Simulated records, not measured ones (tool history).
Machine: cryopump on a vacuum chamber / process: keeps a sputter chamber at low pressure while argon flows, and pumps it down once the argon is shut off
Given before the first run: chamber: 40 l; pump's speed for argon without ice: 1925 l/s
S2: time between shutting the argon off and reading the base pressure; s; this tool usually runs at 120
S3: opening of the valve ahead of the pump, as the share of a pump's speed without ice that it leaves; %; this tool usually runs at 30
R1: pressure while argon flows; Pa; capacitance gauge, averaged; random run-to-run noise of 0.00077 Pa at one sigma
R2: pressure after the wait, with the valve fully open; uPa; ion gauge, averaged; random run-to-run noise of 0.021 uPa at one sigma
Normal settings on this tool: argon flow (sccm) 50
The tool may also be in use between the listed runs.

{"run": 1, "hour": 0.0, "argon flow (sccm)": 50, "S2": 120, "S3": 30, "R1": 0.1582, "R2": 0.7}
{"run": 2, "hour": 65.2, "argon flow (sccm)": 50, "S2": 120, "S3": 30, "R1": 0.1573, "R2": 0.73}
{"run": 3, "hour": 127.6, "argon flow (sccm)": 50, "S2": 120, "S3": 30, "R1": 0.1579, "R2": 0.77}
{"hour": 159.8, "done": "pump warmed up, emptied and cooled again"}
{"run": 4, "hour": 218.4, "argon flow (sccm)": 50, "S2": 120, "S3": 30, "R1": 0.149, "R2": 0.67}
{"run": 5, "hour": 282.7, "argon flow (sccm)": 50, "S2": 120, "S3": 30, "R1": 0.1484, "R2": 0.69}
{"run": 6, "hour": 327.0, "argon flow (sccm)": 57, "S2": 120, "S3": 30, "R1": 0.1695, "R2": 0.76}
{"run": 7, "hour": 394.0, "argon flow (sccm)": 57, "S2": 120, "S3": 30, "R1": 0.1708, "R2": 0.68}
{"run": 8, "hour": 485.3, "argon flow (sccm)": 57, "S2": 120, "S3": 30, "R1": 0.1735, "R2": 0.76}
{"run": 9, "hour": 560.6, "argon flow (sccm)": 50, "S2": 120, "S3": 30, "R1": 0.1518, "R2": 0.79}
{"run": 10, "hour": 639.6, "argon flow (sccm)": 95, "S2": 120, "S3": 30, "R1": 0.2878, "R2": 0.81}
{"run": 11, "hour": 682.9, "argon flow (sccm)": 23, "S2": 120, "S3": 16, "R1": 0.1289, "R2": 0.85}
{"run": 12, "hour": 762.3, "argon flow (sccm)": 23, "S2": 120, "S3": 16, "R1": 0.1307, "R2": 0.81}
{"run": 13, "hour": 847.1, "argon flow (sccm)": 23, "S2": 120, "S3": 16, "R1": 0.1304, "R2": 0.84}

What will run 14 give?
{"run": 14, "hour": 911.1, "argon flow (sccm)": 53, "S2": 26, "S3": 54, "R1": "?", "R2": "?"}

Run 14 measured R1 0.0959 Pa, R2 1.57 uPa.
With the hidden condition absent and the run-to-run variation left alone, this run would have shown R1 0.0859 Pa, R2 1.05 uPa.

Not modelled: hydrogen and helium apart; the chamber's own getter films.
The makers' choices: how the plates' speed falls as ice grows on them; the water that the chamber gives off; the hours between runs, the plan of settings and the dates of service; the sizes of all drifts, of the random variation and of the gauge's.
